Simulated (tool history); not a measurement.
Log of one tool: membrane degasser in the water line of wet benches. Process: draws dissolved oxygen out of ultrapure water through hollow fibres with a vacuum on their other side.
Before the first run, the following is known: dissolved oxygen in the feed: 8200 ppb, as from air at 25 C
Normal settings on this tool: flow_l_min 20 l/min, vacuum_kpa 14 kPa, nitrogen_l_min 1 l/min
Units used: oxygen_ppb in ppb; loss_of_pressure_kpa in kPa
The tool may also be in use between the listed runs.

Run 1, hour 0: usual settings. Result: oxygen_ppb 525.5 ppb, loss_of_pressure_kpa 48.59 kPa.
Run 2, hour 81.2: usual settings. Result: oxygen_ppb 528.2 ppb, loss_of_pressure_kpa 48.7 kPa.
Run 3, hour 141.3: usual settings. Result: oxygen_ppb 530 ppb, loss_of_pressure_kpa 48.69 kPa.
Run 4, hour 255.7: usual settings. Result: oxygen_ppb 527.5 ppb, loss_of_pressure_kpa 48.65 kPa.
At hour 293.4: seals of the vacuum lines changed.
Run 5, hour 384.8: usual settings. Result: oxygen_ppb 524 ppb, loss_of_pressure_kpa 48.7 kPa.
Run 6, hour 507.7: usual settings but flow_l_min 19 l/min. Result: oxygen_ppb 495.9 ppb, loss_of_pressure_kpa 46.16 kPa.
Run 7, hour 587.7: usual settings but nitrogen_l_min 0.77 l/min. Result: oxygen_ppb 633.9 ppb, loss_of_pressure_kpa 48.63 kPa.
Run 8, hour 685.8: usual settings but nitrogen_l_min 0.77 l/min. Result: oxygen_ppb 634.2 ppb, loss_of_pressure_kpa 48.79 kPa.
Run 9, hour 806.7: usual settings. Result: oxygen_ppb 526.4 ppb, loss_of_pressure_kpa 48.79 kPa.
Run 10, hour 891.8: usual settings. Result: oxygen_ppb 525.3 ppb, loss_of_pressure_kpa 48.61 kPa.
At hour 926.9: vacuum gauge calibrated.
Run 11, hour 964.5: usual settings. Result: oxygen_ppb 526 ppb, loss_of_pressure_kpa 48.57 kPa.
Run 12, hour 1032.4: usual settings. Result: oxygen_ppb 524.9 ppb, loss_of_pressure_kpa 48.59 kPa.
Run 13, hour 1150.5: usual settings. Result: oxygen_ppb 525.4 ppb, loss_of_pressure_kpa 48.83 kPa.
Run 14, hour 1267.8: usual settings. Result: oxygen_ppb 527 ppb, loss_of_pressure_kpa 48.65 kPa.
Run 15, hour 1321.7: usual settings but nitrogen_l_min 1.32 l/min. Result: oxygen_ppb 430 ppb, loss_of_pressure_kpa 48.82 kPa.
Run 16, hour 1389.5: usual settings but vacuum_kpa 24.9 kPa, nitrogen_l_min 1.32 l/min. Result: oxygen_ppb 760.8 ppb, loss_of_pressure_kpa 48.8 kPa.
Run 17, hour 1484.9: usual settings but vacuum_kpa 24.9 kPa, nitrogen_l_min 1.32 l/min. Result: oxygen_ppb 760.1 ppb, loss_of_pressure_kpa 48.71 kPa.
At hour 1571: vacuum gauge calibrated, once more.
Run 18, hour 1573: usual settings but nitrogen_l_min 0.89 l/min. Result: oxygen_ppb 569.3 ppb, loss_of_pressure_kpa 48.55 kPa.
Run 19, hour 1636.2: usual settings but flow_l_min 19 l/min, nitrogen_l_min 1.2 l/min. Result: oxygen_ppb 431.9 ppb, loss_of_pressure_kpa 46.46 kPa.
Run 20, hour 1745.4: usual settings but flow_l_min 12 l/min, vacuum_kpa 12.5 kPa, nitrogen_l_min 1.2 l/min. Result: oxygen_ppb 227 ppb, loss_of_pressure_kpa 29.29 kPa.
Run 21, hour 1822.5: usual settings but flow_l_min 12 l/min, vacuum_kpa 12.5 kPa, nitrogen_l_min 1.2 l/min. Result: oxygen_ppb 226 ppb, loss_of_pressure_kpa 29.29 kPa.
Run 22, hour 1898.1: usual settings but flow_l_min 15 l/min, vacuum_kpa 12.5 kPa, nitrogen_l_min 1.93 l/min. Result: oxygen_ppb 197.2 ppb, loss_of_pressure_kpa 36.67 kPa.
Run 23, hour 1995.6: usual settings but vacuum_kpa 11.2 kPa, nitrogen_l_min 2.26 l/min. Result: oxygen_ppb 236.4 ppb, loss_of_pressure_kpa 48.61 kPa.
Run 24, hour 2098.7: usual settings but flow_l_min 22 l/min, vacuum_kpa 12.6 kPa, nitrogen_l_min 0.63 l/min. Result: oxygen_ppb 717.2 ppb, loss_of_pressure_kpa 53.72 kPa.
Run 25, hour 2176: usual settings but flow_l_min 19 l/min, vacuum_kpa 10.6 kPa, nitrogen_l_min 1.11 l/min. Result: oxygen_ppb 337.9 ppb, loss_of_pressure_kpa 46.55 kPa.
Run 26, hour 2246.8: usual settings but flow_l_min 19 l/min, vacuum_kpa 10.6 kPa, nitrogen_l_min 1.11 l/min. Result: oxygen_ppb 338.5 ppb, loss_of_pressure_kpa 46.77 kPa.
Run 27, hour 2372.5: usual settings but vacuum_kpa 11.5 kPa, nitrogen_l_min 2.64 l/min. Result: oxygen_ppb 220.1 ppb, loss_of_pressure_kpa 48.75 kPa.
Run 28, hour 2434.4: usual settings but flow_l_min 17 l/min, vacuum_kpa 11.5 kPa, nitrogen_l_min 2.08 l/min. Result: oxygen_ppb 201.6 ppb, loss_of_pressure_kpa 41.46 kPa.
Run 29, hour 2523.6: usual settings but flow_l_min 24 l/min, nitrogen_l_min 1.86 l/min. Result: oxygen_ppb 430.7 ppb, loss_of_pressure_kpa 58.7 kPa.
Run 30, hour 2588.2: usual settings but flow_l_min 25 l/min, nitrogen_l_min 0.85 l/min. Result: oxygen_ppb 750.5 ppb, loss_of_pressure_kpa 61.45 kPa.
Run 31, hour 2716.8: usual settings but flow_l_min 12 l/min, vacuum_kpa 10.7 kPa, nitrogen_l_min 0.63 l/min. Result: oxygen_ppb 322.1 ppb, loss_of_pressure_kpa 29.47 kPa.

Alternative continuations, all from the tool just after run 31; predict every row:
Run A, hour 2842.6: usual settings but flow_l_min 21 l/min, vacuum_kpa 10.7 kPa, nitrogen_l_min 0.63 l/min. Result: oxygen_ppb ?, loss_of_pressure_kpa ?.
Run B, hour 2842.6: usual settings but flow_l_min 16 l/min, vacuum_kpa 13.7 kPa, nitrogen_l_min 0.46 l/min. Result: oxygen_ppb ?, loss_of_pressure_kpa ?.
Run C, hour 2842.6: usual settings but flow_l_min 21 l/min, vacuum_kpa 10.7 kPa, nitrogen_l_min 0.63 l/min. Result: oxygen_ppb ?, loss_of_pressure_kpa ?.
Run D, hour 2842.6: usual settings but flow_l_min 16 l/min, vacuum_kpa 28.3 kPa, nitrogen_l_min 0.43 l/min. Result: oxygen_ppb ?, loss_of_pressure_kpa ?.
Run E, hour 2842.6: usual settings but flow_l_min 17 l/min, vacuum_kpa 10.7 kPa, nitrogen_l_min 0.63 l/min. Result: oxygen_ppb ?, loss_of_pressure_kpa ?.

run  oxygen_ppb  loss_of_pressure_kpa
  A       570.1                 51.39
  B       734.2                 39.25
  C       571.6                 51.24
  D        1618                 39.35
  E       457.3                 41.65
Take away the tool's hidden state, keep each run's random variation, and the runs would have read:
run  oxygen_ppb  loss_of_pressure_kpa
  A         566                 50.84
  B       731.8                 38.83
  C       567.4                 50.69
  D      1615.2                 38.93
  E       454.5                  41.2
